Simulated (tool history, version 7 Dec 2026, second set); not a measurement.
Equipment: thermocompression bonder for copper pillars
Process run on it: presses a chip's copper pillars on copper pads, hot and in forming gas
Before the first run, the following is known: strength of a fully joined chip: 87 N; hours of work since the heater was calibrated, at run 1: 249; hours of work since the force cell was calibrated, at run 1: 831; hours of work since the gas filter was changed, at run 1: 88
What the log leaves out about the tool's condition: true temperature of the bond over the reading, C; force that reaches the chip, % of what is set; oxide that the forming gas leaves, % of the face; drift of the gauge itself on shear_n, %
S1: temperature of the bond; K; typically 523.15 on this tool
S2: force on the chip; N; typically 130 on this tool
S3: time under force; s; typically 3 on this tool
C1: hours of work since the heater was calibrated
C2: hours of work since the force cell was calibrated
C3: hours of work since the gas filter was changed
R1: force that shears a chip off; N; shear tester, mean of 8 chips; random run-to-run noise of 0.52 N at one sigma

{"run": 1, "hour": 0.0, "S1": 523.15, "S2": 130, "S3": 3, "C1": 249, "C2": 831, "C3": 88, "R1": 51.6}
{"run": 2, "hour": 7.6, "S1": 523.15, "S2": 130, "S3": 3, "C1": 254, "C2": 836, "C3": 92, "R1": 50.9}
{"run": 3, "hour": 14.1, "S1": 523.15, "S2": 130, "S3": 3, "C1": 258, "C2": 840, "C3": 96, "R1": 50.5}
{"run": 4, "hour": 21.3, "S1": 523.15, "S2": 130, "S3": 3, "C1": 262, "C2": 844, "C3": 100, "R1": 51.7}
{"run": 5, "hour": 28.2, "S1": 540.15, "S2": 130, "S3": 3, "C1": 266, "C2": 848, "C3": 104, "R1": 61.4}
{"run": 6, "hour": 33.8, "S1": 540.15, "S2": 130, "S3": 3, "C1": 269, "C2": 851, "C3": 107, "R1": 60.9}
{"run": 7, "hour": 46.0, "S1": 540.15, "S2": 130, "S3": 3, "C1": 276, "C2": 858, "C3": 114, "R1": 61.3}
{"run": 8, "hour": 57.1, "S1": 523.15, "S2": 130, "S3": 3, "C1": 283, "C2": 865, "C3": 121, "R1": 50.7}
{"run": 9, "hour": 68.7, "S1": 523.15, "S2": 130, "S3": 3, "C1": 289, "C2": 871, "C3": 128, "R1": 50.6}
{"run": 10, "hour": 82.3, "S1": 523.15, "S2": 130, "S3": 3, "C1": 297, "C2": 879, "C3": 136, "R1": 50.5}
{"hour": 85.3, "done": "heater calibrated with a thermocouple chip"}
{"run": 11, "hour": 93.7, "S1": 516.15, "S2": 111, "S3": 2, "C1": 5, "C2": 885, "C3": 141, "R1": 33.7}
{"run": 12, "hour": 101.4, "S1": 516.15, "S2": 111, "S3": 2, "C1": 9, "C2": 889, "C3": 146, "R1": 33.7}
{"run": 13, "hour": 107.3, "S1": 516.15, "S2": 111, "S3": 2, "C1": 13, "C2": 893, "C3": 149, "R1": 33.6}
{"run": 14, "hour": 114.6, "S1": 516.15, "S2": 111, "S3": 2, "C1": 17, "C2": 897, "C3": 153, "R1": 33.8}
{"run": 15, "hour": 120.7, "S1": 504.15, "S2": 160, "S3": 2, "C1": 21, "C2": 900, "C3": 157, "R1": 40.7}
{"run": 16, "hour": 130.9, "S1": 539.15, "S2": 120, "S3": 2, "C1": 27, "C2": 906, "C3": 163, "R1": 50.8}
{"run": 17, "hour": 144.6, "S1": 512.15, "S2": 94, "S3": 2, "C1": 34, "C2": 914, "C3": 171, "R1": 26.2}

Per-run results on a tool with no hidden state, each run keeping its own random variation:
run=1 R1=54.9
run=2 R1=54.2
run=3 R1=53.9
run=4 R1=55.2
run=5 R1=65.3
run=6 R1=64.8
run=7 R1=65.4
run=8 R1=54.5
run=9 R1=54.6
run=10 R1=54.5
run=11 R1=36.1
run=12 R1=36.2
run=13 R1=36.2
run=14 R1=36.3
run=15 R1=43.7
run=16 R1=54.8
run=17 R1=28.4
